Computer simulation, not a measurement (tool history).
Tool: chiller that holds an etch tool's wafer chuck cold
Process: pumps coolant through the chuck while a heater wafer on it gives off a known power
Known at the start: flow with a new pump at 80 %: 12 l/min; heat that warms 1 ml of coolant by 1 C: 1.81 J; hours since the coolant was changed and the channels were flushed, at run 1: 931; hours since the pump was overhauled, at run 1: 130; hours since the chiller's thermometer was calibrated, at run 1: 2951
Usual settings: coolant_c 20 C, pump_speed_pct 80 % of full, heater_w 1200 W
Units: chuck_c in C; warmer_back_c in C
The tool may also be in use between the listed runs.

| run | hour | coolant_c | pump_speed_pct | heater_w | hours since the coolant was changed and the channels were flushed | hours since the pump was overhauled | hours since the chiller's thermometer was calibrated | chuck_c | warmer_back_c |
|---|---|---|---|---|---|---|---|---|---|
| 1 | 0.0 | 20 | 80 | 1200 | 931 | 130 | 2951 | 31.2 | 3.35 |
| 2 | 45.7 | 20 | 80 | 1200 | 976 | 176 | 2997 | 31.1 | 3.30 |
| 3 | 90.3 | 20 | 80 | 1200 | 1021 | 220 | 3042 | 30.9 | 3.37 |
| 4 | 127.8 | 20 | 80 | 1200 | 1059 | 258 | 3079 | 31.3 | 3.27 |
| 5 | 171.5 | 20 | 80 | 1177 | 1102 | 301 | 3123 | 30.9 | 3.27 |
| 6 | 201.1 | 20 | 80 | 1177 | 1132 | 331 | 3152 | 31.0 | 3.28 |
| 7 | 234.6 | 20 | 76 | 1200 | 1165 | 365 | 3186 | 31.6 | 3.49 |
| 8 | 268.3 | 20 | 76 | 1200 | 1199 | 398 | 3220 | 31.6 | 3.54 |
| 9 | 318.4 | 16 | 80 | 1200 | 1249 | 448 | 3270 | 27.1 | 3.33 |
| 10 | 360.0 | 20 | 80 | 1200 | 1291 | 490 | 3311 | 31.2 | 3.34 |
| 11 | 394.1 | 20 | 80 | 1200 | 1325 | 524 | 3345 | 31.3 | 3.40 |
| 12 | 429.5 | 20 | 80 | 1200 | 1360 | 559 | 3381 | 31.4 | 3.31 |
| 13 | 453.6 | 17 | 92 | 1492 | 1384 | 584 | 3405 | 29.5 | 3.58 |
|  | 458.2 | chiller's thermometer calibrated |
| 14 | 480.7 | 11 | 61 | 800 | 1410 | 610 | 22 | 20.0 | 2.91 |
| 15 | 529.7 | 11 | 61 | 800 | 1459 | 659 | 72 | 20.2 | 2.93 |
| 16 | 554.3 | 16 | 80 | 1066 | 1484 | 683 | 96 | 25.8 | 3.01 |
| 17 | 594.4 | 16 | 79 | 1599 | 1524 | 723 | 136 | 31.1 | 4.54 |
| 18 | 638.3 | 25 | 80 | 1461 | 1568 | 767 | 180 | 38.8 | 4.05 |
|  | 660.8 | chiller's thermometer calibrated, once more |
| 19 | 667.2 | 25 | 80 | 1461 | 1596 | 795 | 6 | 39.1 | 4.10 |
| 20 | 689.3 | 25 | 80 | 1461 | 1618 | 817 | 28 | 39.3 | 4.11 |
| 21 | 718.1 | 13 | 87 | 643 | 1647 | 846 | 57 | 18.9 | 1.71 |
| 22 | 764.1 | 15 | 98 | 862 | 1693 | 892 | 103 | 22.0 | 2.01 |
| 23 | 798.8 | 15 | 98 | 862 | 1728 | 927 | 138 | 22.2 | 1.95 |
| 24 | 827.5 | 20 | 80 | 1792 | 1756 | 956 | 167 | 37.5 | 5.07 |

Forecast each of these 5 alternatives for the next run:
| A | 857.6 | 20 | 73 | 1792 | 1786 | 986 | 197 | ? | ? |
| B | 857.6 | 20 | 80 | 655 | 1786 | 986 | 197 | ? | ? |
| C | 857.6 | 15 | 81 | 771 | 1786 | 986 | 197 | ? | ? |
| D | 857.6 | 11 | 91 | 794 | 1786 | 986 | 197 | ? | ? |
| E | 857.6 | 22 | 91 | 1237 | 1786 | 986 | 197 | ? | ? |

| run | chuck_c | warmer_back_c |
|---|---|---|
| A | 38.9 | 5.45 |
| B | 26.3 | 1.86 |
| C | 22.4 | 2.15 |
| D | 18.0 | 1.96 |
| E | 32.9 | 3.03 |
Without the tool's hidden state the same runs would have given:
| run | chuck_c | warmer_back_c |
|---|---|---|
| A | 38.2 | 5.36 |
| B | 26.1 | 1.83 |
| C | 22.2 | 2.12 |
| D | 17.8 | 1.93 |
| E | 32.5 | 2.98 |

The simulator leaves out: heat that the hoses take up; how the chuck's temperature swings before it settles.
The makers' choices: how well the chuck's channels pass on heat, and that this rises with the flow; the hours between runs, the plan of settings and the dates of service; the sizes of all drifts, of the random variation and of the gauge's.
